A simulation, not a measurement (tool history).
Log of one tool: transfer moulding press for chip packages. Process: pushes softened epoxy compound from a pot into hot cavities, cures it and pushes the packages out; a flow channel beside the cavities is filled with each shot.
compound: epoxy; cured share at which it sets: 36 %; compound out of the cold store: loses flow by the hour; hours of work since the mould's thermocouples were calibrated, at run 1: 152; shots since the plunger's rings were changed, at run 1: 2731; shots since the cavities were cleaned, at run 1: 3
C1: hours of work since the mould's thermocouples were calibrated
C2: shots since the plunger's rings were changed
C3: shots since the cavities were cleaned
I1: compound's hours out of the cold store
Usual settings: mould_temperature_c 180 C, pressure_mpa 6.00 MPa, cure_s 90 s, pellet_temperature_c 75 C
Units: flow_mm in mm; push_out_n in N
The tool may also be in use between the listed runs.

run 1 hour=0.0 | mould_temperature_c=180 pressure_mpa=6.00 cure_s=90 pellet_temperature_c=75 | C1=152 C2=2731 C3=3 | I1=33.0 | flow_mm=668 push_out_n=424
run 2 hour=21.3 | mould_temperature_c=176 pressure_mpa=6.00 cure_s=90 pellet_temperature_c=75 | C1=169 C2=3031 C3=303 | I1=8.9 | flow_mm=725 push_out_n=585
run 3 hour=45.9 | mould_temperature_c=180 pressure_mpa=5.59 cure_s=90 pellet_temperature_c=75 | C1=188 C2=3377 C3=649 | I1=37.4 | flow_mm=641 push_out_n=416
-- hour=57.3 cavities cleaned with cleaning compound and waxed
run 4 hour=65.7 | mould_temperature_c=180 pressure_mpa=5.59 cure_s=90 pellet_temperature_c=75 | C1=203 C2=3634 C3=119 | I1=46.5 | flow_mm=622 push_out_n=406
run 5 hour=93.7 | mould_temperature_c=180 pressure_mpa=5.59 cure_s=90 pellet_temperature_c=75 | C1=225 C2=4028 C3=513 | I1=15.2 | flow_mm=685 push_out_n=435
-- hour=114.8 cavities cleaned with cleaning compound and waxed
run 6 hour=124.3 | mould_temperature_c=180 pressure_mpa=5.59 cure_s=90 pellet_temperature_c=68 | C1=247 C2=4437 C3=134 | I1=33.1 | flow_mm=646 push_out_n=432
run 7 hour=157.3 | mould_temperature_c=180 pressure_mpa=5.59 cure_s=90 pellet_temperature_c=68 | C1=273 C2=4902 C3=599 | I1=41.2 | flow_mm=637 push_out_n=421
-- hour=172.0 cavities cleaned with cleaning compound and waxed
run 8 hour=189.6 | mould_temperature_c=180 pressure_mpa=6.00 cure_s=90 pellet_temperature_c=75 | C1=297 C2=5334 C3=247 | I1=19.9 | flow_mm=692 push_out_n=422
run 9 hour=217.0 | mould_temperature_c=172 pressure_mpa=6.00 cure_s=90 pellet_temperature_c=75 | C1=319 C2=5720 C3=633 | I1=29.4 | flow_mm=699 push_out_n=750
-- hour=229.2 cavities cleaned with cleaning compound and waxed
run 10 hour=247.7 | mould_temperature_c=172 pressure_mpa=6.00 cure_s=90 pellet_temperature_c=75 | C1=342 C2=6131 C3=260 | I1=11.9 | flow_mm=718 push_out_n=750
run 11 hour=271.8 | mould_temperature_c=180 pressure_mpa=6.00 cure_s=90 pellet_temperature_c=75 | C1=361 C2=6470 C3=599 | I1=15.7 | flow_mm=714 push_out_n=432
-- hour=285.0 mould's thermocouples calibrated
-- hour=287.9 cavities cleaned with cleaning compound and waxed
-- hour=292.5 plunger's sealing rings changed
run 12 hour=309.8 | mould_temperature_c=180 pressure_mpa=6.58 cure_s=90 pellet_temperature_c=75 | C1=16 C2=243 C3=273 | I1=17.8 | flow_mm=737 push_out_n=441
run 13 hour=336.2 | mould_temperature_c=180 pressure_mpa=6.58 cure_s=90 pellet_temperature_c=75 | C1=37 C2=614 C3=644 | I1=19.1 | flow_mm=724 push_out_n=445
-- hour=348.2 cavities cleaned with cleaning compound and waxed
run 14 hour=361.8 | mould_temperature_c=180 pressure_mpa=6.58 cure_s=90 pellet_temperature_c=75 | C1=56 C2=953 C3=191 | I1=43.2 | flow_mm=690 push_out_n=421
run 15 hour=388.5 | mould_temperature_c=180 pressure_mpa=6.58 cure_s=90 pellet_temperature_c=75 | C1=77 C2=1330 C3=568 | I1=24.3 | flow_mm=724 push_out_n=425
-- hour=404.8 cavities cleaned with cleaning compound and waxed
run 16 hour=408.2 | mould_temperature_c=181 pressure_mpa=5.95 cure_s=83 pellet_temperature_c=80 | C1=91 C2=1585 C3=47 | I1=24.3 | flow_mm=685 push_out_n=486
run 17 hour=423.2 | mould_temperature_c=183 pressure_mpa=6.00 cure_s=90 pellet_temperature_c=75 | C1=103 C2=1796 C3=258 | I1=43.7 | flow_mm=652 push_out_n=362
run 18 hour=454.6 | mould_temperature_c=179 pressure_mpa=5.15 cure_s=99 pellet_temperature_c=85 | C1=128 C2=2238 C3=700 | I1=29.3 | flow_mm=623 push_out_n=353
-- hour=461.6 cavities cleaned with cleaning compound and waxed
run 19 hour=469.5 | mould_temperature_c=179 pressure_mpa=5.15 cure_s=99 pellet_temperature_c=85 | C1=138 C2=2427 C3=112 | I1=44.4 | flow_mm=607 push_out_n=344
run 20 hour=498.6 | mould_temperature_c=180 pressure_mpa=5.20 cure_s=77 pellet_temperature_c=75 | C1=161 C2=2836 C3=521 | I1=30.8 | flow_mm=629 push_out_n=619
-- hour=519.1 cavities cleaned with cleaning compound and waxed
run 21 hour=521.8 | mould_temperature_c=183 pressure_mpa=6.00 cure_s=90 pellet_temperature_c=75 | C1=178 C2=3141 C3=38 | I1=26.1 | flow_mm=681 push_out_n=347
run 22 hour=537.9 | mould_temperature_c=187 pressure_mpa=6.00 cure_s=90 pellet_temperature_c=70 | C1=191 C2=3368 C3=265 | I1=36.3 | flow_mm=659 push_out_n=306
run 23 hour=551.8 | mould_temperature_c=187 pressure_mpa=6.00 cure_s=90 pellet_temperature_c=70 | C1=201 C2=3563 C3=460 | I1=27.5 | flow_mm=661 push_out_n=311
-- hour=576.4 cavities cleaned with cleaning compound and waxed
run 24 hour=582.1 | mould_temperature_c=187 pressure_mpa=6.00 cure_s=90 pellet_temperature_c=70 | C1=224 C2=3968 C3=79 | I1=16.4 | flow_mm=687 push_out_n=315
run 25 hour=597.1 | mould_temperature_c=187 pressure_mpa=6.00 cure_s=90 pellet_temperature_c=70 | C1=236 C2=4179 C3=290 | I1=34.8 | flow_mm=650 push_out_n=311
run 26 hour=614.7 | mould_temperature_c=176 pressure_mpa=6.00 cure_s=90 pellet_temperature_c=67 | C1=250 C2=4427 C3=538 | I1=20.5 | flow_mm=703 push_out_n=579
run 27 hour=628.2 | mould_temperature_c=180 pressure_mpa=6.00 cure_s=90 pellet_temperature_c=68 | C1=260 C2=4617 C3=728 | I1=28.5 | flow_mm=677 push_out_n=438
-- hour=633.9 cavities cleaned with cleaning compound and waxed
run 28 hour=648.4 | mould_temperature_c=178 pressure_mpa=6.00 cure_s=79 pellet_temperature_c=75 | C1=275 C2=4880 C3=204 | I1=40.7 | flow_mm=662 push_out_n=662
run 29 hour=668.0 | mould_temperature_c=178 pressure_mpa=6.00 cure_s=79 pellet_temperature_c=75 | C1=290 C2=5156 C3=480 | I1=37.4 | flow_mm=673 push_out_n=676

Hidden state at the last listed run before each entry between runs and at the first one after, where it differs:
Between runs 3 and 4: cavities cleaned with cleaning compound and waxed (hour 57.3)
  pressure that reaches the compound, % of what is set: 99.9 -> 99.89; grip of the stained cavities, % over clean ones': 0.8 -> 0.2
Between runs 5 and 6: cavities cleaned with cleaning compound and waxed (hour 114.8)
  pressure that reaches the compound, % of what is set: 99.88 -> 99.86; grip of the stained cavities, % over clean ones': 0.7 -> 0.3
Between runs 7 and 8: cavities cleaned with cleaning compound and waxed (hour 172.0)
  pressure that reaches the compound, % of what is set: 99.85 -> 99.84; grip of the stained cavities, % over clean ones': 0.7 -> 0.4
Between runs 9 and 10: cavities cleaned with cleaning compound and waxed (hour 229.2)
  pressure that reaches the compound, % of what is set: 99.82 -> 99.81; grip of the stained cavities, % over clean ones': 0.8 -> 0.4
Between runs 11 and 12: mould's thermocouples calibrated (hour 285.0); cavities cleaned with cleaning compound and waxed (hour 287.9); plunger's sealing rings changed (hour 292.5)
  pressure that reaches the compound, % of what is set: 99.8 -> 99.98; grip of the stained cavities, % over clean ones': 0.7 -> 0.4
Between runs 13 and 14: cavities cleaned with cleaning compound and waxed (hour 348.2)
  pressure that reaches the compound, % of what is set: 99.97 -> 99.96; grip of the stained cavities, % over clean ones': 0.8 -> 0.3
Between runs 15 and 16: cavities cleaned with cleaning compound and waxed (hour 404.8)
  grip of the stained cavities, % over clean ones': 0.7 -> 0.1
Between runs 18 and 19: cavities cleaned with cleaning compound and waxed (hour 461.6)
  pressure that reaches the compound, % of what is set: 99.93 -> 99.92; grip of the stained cavities, % over clean ones': 0.8 -> 0.2
Between runs 20 and 21: cavities cleaned with cleaning compound and waxed (hour 519.1)
  pressure that reaches the compound, % of what is set: 99.91 -> 99.9; grip of the stained cavities, % over clean ones': 0.7 -> 0.1
Between runs 23 and 24: cavities cleaned with cleaning compound and waxed (hour 576.4)
  pressure that reaches the compound, % of what is set: 99.89 -> 99.88; grip of the stained cavities, % over clean ones': 0.6 -> 0.2
Between runs 27 and 28: cavities cleaned with cleaning compound and waxed (hour 633.9)
  pressure that reaches the compound, % of what is set: 99.86 -> 99.85; grip of the stained cavities, % over clean ones': 0.8 -> 0.3
